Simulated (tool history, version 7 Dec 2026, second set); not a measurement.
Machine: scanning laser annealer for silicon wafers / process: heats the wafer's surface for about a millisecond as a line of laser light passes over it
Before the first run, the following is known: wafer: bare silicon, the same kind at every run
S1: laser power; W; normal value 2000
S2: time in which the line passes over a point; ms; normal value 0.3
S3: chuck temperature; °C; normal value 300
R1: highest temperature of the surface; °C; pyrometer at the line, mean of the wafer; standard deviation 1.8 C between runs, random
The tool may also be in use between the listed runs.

| run | hour | S1 | S2 | S3 | R1 |
|---|---|---|---|---|---|
| 1 | 0 | 2000 | 0.3 | 300 | 1025 |
| 2 | 95.3 | 2000 | 0.3 | 300 | 1027 |
| 3 | 188.9 | 2000 | 0.3 | 300 | 1031 |
| 4 | 238 | 2000 | 0.3 | 300 | 1028 |
| 5 | 321.5 | 2000 | 0.293 | 300 | 1018 |
| 6 | 390.6 | 2000 | 0.293 | 300 | 1020 |
| 7 | 450.9 | 1828 | 0.3 | 300 | 951 |
| 8 | 505.9 | 1828 | 0.3 | 300 | 948 |
| 9 | 574.1 | 2000 | 0.3 | 339 | 1065 |
| 10 | 670.1 | 2000 | 0.3 | 339 | 1069 |
| 11 | 722.2 | 2000 | 0.3 | 339 | 1064 |
| 12 | 783.1 | 2000 | 0.3 | 339 | 1065 |
| 13 | 857.5 | 1910 | 0.3 | 300 | 990 |
| 14 | 900.4 | 2000 | 0.244 | 300 | 951 |
| 15 | 954.5 | 2000 | 0.3 | 300 | 1031 |
| 16 | 1041.3 | 2000 | 0.3 | 300 | 1027 |
| 17 | 1114.5 | 1761 | 0.348 | 300 | 972 |
| 18 | 1171.6 | 2053 | 0.369 | 286 | 1131 |
| 19 | 1218.4 | 1794 | 0.247 | 269 | 841 |
| 20 | 1283.6 | 1794 | 0.247 | 339 | 909 |
| 21 | 1355.3 | 1729 | 0.249 | 323 | 871 |
| 22 | 1402.6 | 1863 | 0.249 | 323 | 925 |
| 23 | 1484.8 | 2000 | 0.337 | 300 | 1076 |
| 24 | 1557 | 2000 | 0.337 | 330 | 1103 |
| 25 | 1644.5 | 1928 | 0.255 | 330 | 965 |
| 26 | 1736.4 | 1928 | 0.255 | 330 | 967 |
| 27 | 1780 | 1928 | 0.255 | 330 | 967 |
| 28 | 1876 | 1767 | 0.335 | 305 | 969 |
| 29 | 1959.4 | 1812 | 0.275 | 275 | 888 |
| 30 | 2038.2 | 1933 | 0.321 | 300 | 1023 |
| 31 | 2133.1 | 1933 | 0.321 | 300 | 1026 |
| 32 | 2189 | 1933 | 0.321 | 300 | 1025 |

Not shown here: 4 entries made in the log between runs. Locate each between two listed runs and compare the hidden state at the listed run before it with the hidden state at the listed run after it:
Run 1 -> run 2: window over the wafer cleaned (hour 83.2)
  light that passes the window, % of a clean one's: 99.9 -> 99.99
Run 13 -> run 14: window over the wafer cleaned (hour 871)
  light that passes the window, % of a clean one's: 99.9 -> 99.99
Run 17 -> run 18: optics aligned, line set to its width (hour 1155.4)
  light that passes the window, % of a clean one's: 99.97 -> 99.96; width of the line over the set one, %: 0.03 -> 0
Run 25 -> run 26: window over the wafer cleaned (hour 1666.5)
  light that passes the window, % of a clean one's: 99.9 -> 99.99
